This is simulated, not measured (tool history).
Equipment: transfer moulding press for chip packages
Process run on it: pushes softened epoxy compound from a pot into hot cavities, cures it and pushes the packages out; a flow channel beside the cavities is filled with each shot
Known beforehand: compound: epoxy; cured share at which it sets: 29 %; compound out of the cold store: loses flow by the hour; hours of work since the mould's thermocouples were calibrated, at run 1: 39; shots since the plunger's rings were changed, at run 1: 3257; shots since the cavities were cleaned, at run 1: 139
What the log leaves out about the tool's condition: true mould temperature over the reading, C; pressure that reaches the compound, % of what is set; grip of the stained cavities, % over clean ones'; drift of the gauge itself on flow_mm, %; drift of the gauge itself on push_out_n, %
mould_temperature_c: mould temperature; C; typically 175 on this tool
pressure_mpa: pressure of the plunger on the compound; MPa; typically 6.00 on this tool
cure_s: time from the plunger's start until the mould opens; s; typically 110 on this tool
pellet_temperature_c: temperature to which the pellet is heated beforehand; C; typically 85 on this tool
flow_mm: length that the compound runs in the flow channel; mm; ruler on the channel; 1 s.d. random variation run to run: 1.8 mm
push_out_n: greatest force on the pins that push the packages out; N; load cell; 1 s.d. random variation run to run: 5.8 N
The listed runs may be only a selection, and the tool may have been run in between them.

run   hour  mould_temperature_c  pressure_mpa  cure_s  pellet_temperature_c  hours of work since the mould's thermocouples were calibrated  shots since the plunger's rings were changed  shots since the cavities were cleaned  incoming compound's hours out of the cold store  flow_mm  push_out_n
  1    0.0                  175          6.00     110                    85                                                             39                                          3257                                    139                                             33.8      491         267
  2    9.2                  175          6.00     110                    85                                                             43                                          3322                                    204                                             25.8      502         310
  3   17.1                  175          6.00     110                    85                                                             46                                          3378                                    260                                             42.8      476         305
  4   27.0                  175          6.00     110                    85                                                             50                                          3448                                    330                                              9.1      523         334
  5   33.2                  179          6.00     110                    85                                                             53                                          3492                                    374                                             14.1      507         309
      38.8  -- cavities cleaned with cleaning compound and waxed
  6   40.7                  179          5.65     110                    85                                                             56                                          3534                                     13                                             10.2      494         208
  7   44.8                  179          5.65      97                    85                                                             57                                          3563                                     42                                             45.2      452         233
  8   49.0                  179          5.65      97                    85                                                             59                                          3593                                     72                                             32.6      465         252
  9   58.6                  179          5.65      97                    77                                                             63                                          3660                                    139                                             30.7      467         286
 10   67.9                  173          5.53     147                    94                                                             67                                          3726                                    205                                             13.1      495         252
 11   75.4                  170          6.00     110                    85                                                             71                                          3779                                    258                                             15.1      519         438
 12   83.8                  170          6.00     110                    78                                                             74                                          3838                                    317                                             13.0      524         454
 13   92.1                  175          5.40      95                    86                                                             78                                          3897                                    376                                             33.2      459         442
      97.8  -- cavities cleaned with cleaning compound and waxed
 14   99.6                  175          6.00     124                    93                                                             80                                          3939                                     12                                             40.3      473         198
 15  105.7                  172          6.00      93                    83                                                             83                                          3983                                     56                                             43.0      475         381
 16  111.7                  175          6.00      93                    80                                                             86                                          4025                                     98                                             35.5      480         361
 17  117.1                  175          6.00      93                    80                                                             88                                          4063                                    136                                             48.0      463         340

3 options for the next run, each taken on its own from the tool as it stands now. Forecast them:
  A  124.0                  175          6.00     110                    75                                                             91                                          4112                                    185                                             39.1        ?           ?
  B  124.0                  174          6.00     110                    87                                                             91                                          4112                                    185                                             15.6        ?           ?
  C  124.0                  173          6.00      93                    80                                                             91                                          4112                                    185                                             20.2        ?           ?

run  flow_mm  push_out_n
  A      477         292
  B      512         318
  C      507         489
With the hidden condition removed and each run's random variation left untouched, the same runs would have given:
run  flow_mm  push_out_n
  A      507         207
  B      544         226
  C      539         345
